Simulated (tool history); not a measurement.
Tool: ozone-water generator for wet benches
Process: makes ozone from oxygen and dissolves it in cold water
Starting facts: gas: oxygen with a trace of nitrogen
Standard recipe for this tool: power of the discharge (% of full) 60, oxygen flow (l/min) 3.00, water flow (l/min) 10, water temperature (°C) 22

run,hour,power of the discharge (% of full),oxygen flow (l/min),water flow (l/min),water temperature (°C),dissolved ozone (ppm),ozone in the gas ahead of the water (g/m3)
1,0.0,60,3.00,10,22,19.9,172.6
2,68.0,60,3.00,10,22,19.7,172.8
3,151.9,60,4.78,10,22,18.4,130.8
# hour 168.4: water thermometer calibrated
4,229.8,60,4.78,10,22,18.2,129.8
5,335.1,60,4.78,10,22,18.5,129.2
6,401.4,60,4.78,10,22,18.4,131.0
7,471.5,60,4.78,10,22,18.4,129.8
8,573.1,60,4.78,10,22,18.3,131.2
9,671.9,60,3.00,10,22,20.1,172.8
10,766.3,60,3.00,10,22,19.7,174.7
11,863.9,60,3.00,10,22,19.8,173.3
12,937.6,51,3.00,10,16,19.2,151.9
13,1056.4,51,3.00,10,16,19.0,152.6
14,1110.6,73,1.67,10,17,25.9,300.7
15,1184.9,73,1.67,10,17,26.0,298.6
16,1306.8,45,2.49,10,22,15.9,152.3
17,1396.5,50,2.29,9,20,19.7,178.4
18,1462.3,50,2.29,9,20,19.8,176.7

Each row is a separate what-if for the run after 18, all from the same tool condition, not one after another. Results?
A,1519.4,50,3.00,8,27,?,?
B,1519.4,74,2.29,9,29,?,?
C,1519.4,60,3.00,16,28,?,?
D,1519.4,53,2.30,10,19,?,?

run,dissolved ozone (ppm),ozone in the gas ahead of the water (g/m3)
A,18.3,151.1
B,23.8,250.3
C,12.2,176.4
D,19.1,186.8
Take away the tool's hidden state, keep each run's random variation, and the runs would have read:
run,dissolved ozone (ppm),ozone in the gas ahead of the water (g/m3)
A,18.3,148.0
B,23.9,245.2
C,12.2,172.8
D,19.1,183.0
